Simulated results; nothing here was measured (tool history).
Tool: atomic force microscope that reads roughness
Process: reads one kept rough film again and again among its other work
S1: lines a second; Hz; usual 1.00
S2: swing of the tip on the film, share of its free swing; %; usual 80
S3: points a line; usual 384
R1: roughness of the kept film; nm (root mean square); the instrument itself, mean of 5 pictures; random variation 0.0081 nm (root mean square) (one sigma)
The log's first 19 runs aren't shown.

run,hour,S1,S2,S3,R1
20,369.8,1.00,80,384,1.626
21,380.9,1.00,80,384,1.619
22,396.4,0.58,61,396,1.686
23,418.7,1.97,80,322,1.533
24,430.6,1.97,70,479,1.598
25,458.1,1.56,66,384,1.610
26,471.9,1.56,71,340,1.572
27,492.9,1.43,56,276,1.601
28,511.9,1.28,86,651,1.516
29,524.0,1.28,86,651,1.513
30,545.2,1.28,86,651,1.502
31,571.2,1.00,84,990,1.512

Forecast run 32:
# hour 574.2: new tip fitted
32,587.7,1.00,84,990,?

{"run 32": {"R1": 1.738}}
Without the tool's hidden state the same run would have given R1 1.754 nm (root mean square).
